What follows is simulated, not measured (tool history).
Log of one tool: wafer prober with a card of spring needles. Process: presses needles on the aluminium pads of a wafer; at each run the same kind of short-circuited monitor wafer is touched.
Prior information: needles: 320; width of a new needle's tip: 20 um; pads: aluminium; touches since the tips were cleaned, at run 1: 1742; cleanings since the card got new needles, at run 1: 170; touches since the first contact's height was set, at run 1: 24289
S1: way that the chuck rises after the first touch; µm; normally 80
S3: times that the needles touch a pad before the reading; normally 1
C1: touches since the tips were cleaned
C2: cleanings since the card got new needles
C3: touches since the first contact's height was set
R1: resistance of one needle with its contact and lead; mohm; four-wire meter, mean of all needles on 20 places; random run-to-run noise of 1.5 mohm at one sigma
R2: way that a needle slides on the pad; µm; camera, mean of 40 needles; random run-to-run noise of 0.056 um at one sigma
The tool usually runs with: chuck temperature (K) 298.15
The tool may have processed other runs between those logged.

Run 1, hour 0.0: usual settings; C1 1742; C2 170; C3 24289. Result: R1 144 mohm, R2 14.08 µm.
At hour 5.0: tips cleaned on abrasive film.
At hour 13.2: tips cleaned on abrasive film.
At hour 21.4: tips cleaned on abrasive film.
Run 2, hour 24.8: usual settings; C1 2648; C2 173; C3 43221. Result: R1 139 mohm, R2 14.08 µm.
At hour 28.1: tips cleaned on abrasive film.
At hour 36.3: tips cleaned on abrasive film.
At hour 44.6: tips cleaned on abrasive film.
At hour 52.8: tips cleaned on abrasive film.
At hour 61.0: tips cleaned on abrasive film.
At hour 69.2: tips cleaned on abrasive film.
Run 3, hour 73.5: usual settings; C1 3379; C2 179; C3 80412. Result: R1 140 mohm, R2 14.05 µm.
At hour 76.9: tips cleaned on abrasive film.
At hour 85.1: tips cleaned on abrasive film.
At hour 93.3: tips cleaned on abrasive film.
At hour 101.5: tips cleaned on abrasive film.
At hour 109.7: tips cleaned on abrasive film.
At hour 117.9: tips cleaned on abrasive film.
At hour 126.1: tips cleaned on abrasive film.
Run 4, hour 126.3: usual settings; C1 141; C2 186; C3 120635. Result: R1 142 mohm, R2 14.04 µm.
At hour 132.9: tips cleaned on abrasive film.
At hour 141.1: tips cleaned on abrasive film.
At hour 147.7: tips cleaned on abrasive film.
At hour 155.9: tips cleaned on abrasive film.
Run 5, hour 157.0: usual settings; C1 893; C2 190; C3 144077. Result: R1 141 mohm, R2 14.07 µm.
At hour 163.6: tips cleaned on abrasive film.
At hour 170.2: tips cleaned on abrasive film.
At hour 178.4: tips cleaned on abrasive film.
At hour 185.0: tips cleaned on abrasive film.
At hour 193.2: tips cleaned on abrasive film.
At hour 201.4: tips cleaned on abrasive film.
Run 6, hour 207.1: usual settings; C1 4386; C2 196; C3 182283. Result: R1 142 mohm, R2 14.14 µm.
At hour 208.8: tips cleaned on abrasive film.
At hour 217.0: tips cleaned on abrasive film.
At hour 225.2: tips cleaned on abrasive film.
Run 7, hour 229.3: usual settings; C1 3121; C2 199; C3 199183. Result: R1 142 mohm, R2 13.94 µm.
At hour 232.6: tips cleaned on abrasive film.
At hour 239.2: tips cleaned on abrasive film.
At hour 247.4: tips cleaned on abrasive film.
At hour 255.6: tips cleaned on abrasive film.
At hour 263.8: tips cleaned on abrasive film.
Run 8, hour 270.1: usual settings; C1 4850; C2 204; C3 230339. Result: R1 140 mohm, R2 14.02 µm.
At hour 271.8: tips cleaned on abrasive film.
At hour 278.4: tips cleaned on abrasive film.
At hour 286.6: tips cleaned on abrasive film.
At hour 291.8: height of the first contact set anew.
At hour 295.1: tips cleaned on abrasive film.
At hour 303.3: tips cleaned on abrasive film.
Run 9, hour 304.8: usual settings but chuck temperature (K) 313.15; C1 1121; C2 209; C3 9889. Result: R1 142 mohm, R2 13.91 µm.
At hour 311.4: tips cleaned on abrasive film.
At hour 319.6: tips cleaned on abrasive film.
At hour 327.8: tips cleaned on abrasive film.
At hour 336.0: tips cleaned on abrasive film.
Run 10, hour 339.1: usual settings but S1 96 µm, chuck temperature (K) 313.15; C1 2408; C2 213; C3 36095. Result: R1 143 mohm, R2 16.76 µm.
At hour 344.1: tips cleaned on abrasive film.
At hour 350.6: tips cleaned on abrasive film.
At hour 358.9: tips cleaned on abrasive film.
At hour 367.1: tips cleaned on abrasive film.
Run 11, hour 372.8: usual settings but S1 96 µm, chuck temperature (K) 312.15, S3 2; C1 4428; C2 217; C3 61817. Result: R1 143 mohm, R2 16.76 µm.
At hour 374.5: tips cleaned on abrasive film.
At hour 382.7: tips cleaned on abrasive film.
At hour 390.9: tips cleaned on abrasive film.
At hour 397.5: tips cleaned on abrasive film.
At hour 405.7: tips cleaned on abrasive film.
Run 12, hour 407.3: usual settings but S1 96 µm, chuck temperature (K) 312.15, S3 2; C1 1262; C2 222; C3 88131. Result: R1 144 mohm, R2 16.85 µm.
At hour 412.3: tips cleaned on abrasive film.
At hour 420.5: tips cleaned on abrasive film.
At hour 428.7: tips cleaned on abrasive film.
At hour 436.9: tips cleaned on abrasive film.
At hour 445.1: tips cleaned on abrasive film.
At hour 451.7: tips cleaned on abrasive film.
At hour 459.7: tips cleaned on abrasive film.
Run 13, hour 459.7: usual settings but S1 66 µm, S3 2; C1 0; C2 229; C3 128015. Result: R1 142 mohm, R2 11.47 µm.
At hour 467.9: tips cleaned on abrasive film.
At hour 476.1: tips cleaned on abrasive film.
At hour 488.1: card fitted with new needles.
At hour 496.3: tips cleaned on abrasive film.
At hour 504.5: tips cleaned on abrasive film.
At hour 512.7: tips cleaned on abrasive film.
Run 14, hour 514.5: usual settings but S1 66 µm, S3 2; C1 1392; C2 3; C3 20180. Result: R1 138 mohm, R2 11.42 µm.
At hour 519.5: tips cleaned on abrasive film.
At hour 526.0: tips cleaned on abrasive film.
At hour 534.3: tips cleaned on abrasive film.
At hour 542.5: tips cleaned on abrasive film.
Run 15, hour 548.7: usual settings but S1 66 µm, chuck temperature (K) 321.15, S3 2; C1 4828; C2 7; C3 46298. Result: R1 148 mohm, R2 11.48 µm.
At hour 550.4: tips cleaned on abrasive film.
At hour 558.6: tips cleaned on abrasive film.
At hour 566.8: tips cleaned on abrasive film.
At hour 575.1: tips cleaned on abrasive film.
At hour 583.3: tips cleaned on abrasive film.
At hour 589.8: tips cleaned on abrasive film.
At hour 596.4: tips cleaned on abrasive film.
Run 16, hour 599.8: usual settings but S1 67 µm, chuck temperature (K) 378.15, S3 2; C1 2590; C2 14; C3 85214. Result: R1 159 mohm, R2 11.63 µm.
At hour 603.1: tips cleaned on abrasive film.
At hour 611.3: tips cleaned on abrasive film.
At hour 617.9: tips cleaned on abrasive film.
At hour 626.1: tips cleaned on abrasive film.
At hour 634.3: tips cleaned on abrasive film.
At hour 642.5: tips cleaned on abrasive film.
Run 17, hour 644.6: usual settings but S1 75 µm, chuck temperature (K) 314.15, S3 3; C1 1594; C2 20; C3 119381. Result: R1 141 mohm, R2 13.11 µm.
At hour 649.6: tips cleaned on abrasive film.
At hour 657.8: tips cleaned on abrasive film.
At hour 666.0: tips cleaned on abrasive film.
At hour 674.2: tips cleaned on abrasive film.
Run 18, hour 674.6: usual settings but S1 73 µm, S3 2; C1 328; C2 24; C3 142254. Result: R1 144 mohm, R2 12.72 µm.
At hour 681.2: tips cleaned on abrasive film.
At hour 687.8: tips cleaned on abrasive film.
At hour 696.0: tips cleaned on abrasive film.
Run 19, hour 698.8: usual settings but S1 73 µm, chuck temperature (K) 314.15; C1 2178; C2 27; C3 160716. Result: R1 146 mohm, R2 12.64 µm.

Selected run-to-run steps in R2, each split into two signed amounts: the part the tool would show with no hidden state at all (from settings, incoming material and random variation), and the remainder, which goes to the hidden state together with any gauge scatter not common to the measured and the hidden-state-free results:
Unlogged tool condition in this case: debris on the tips, nm; way that the needles fall short of the set height, um; tips' diameter, um; drift of the gauge itself on contact_mohm, %; drift of the gauge itself on scrub_um, %.
Run 9 -> 10: S1 80 -> 96, tips cleaned on abrasive film, tips cleaned on abrasive film, tips cleaned on abrasive film, tips cleaned on abrasive film. R2 +2.85 µm: hidden state -0.03, all else +2.88.
Run 12 -> 13: S1 96 -> 66, chuck temperature (K) 312.15 -> 298.15, tips cleaned on abrasive film, tips cleaned on abrasive film, tips cleaned on abrasive film, tips cleaned on abrasive film, tips cleaned on abrasive film, tips cleaned on abrasive film, tips cleaned on abrasive film. R2 -5.38 µm: hidden state +0.03, all else -5.41.

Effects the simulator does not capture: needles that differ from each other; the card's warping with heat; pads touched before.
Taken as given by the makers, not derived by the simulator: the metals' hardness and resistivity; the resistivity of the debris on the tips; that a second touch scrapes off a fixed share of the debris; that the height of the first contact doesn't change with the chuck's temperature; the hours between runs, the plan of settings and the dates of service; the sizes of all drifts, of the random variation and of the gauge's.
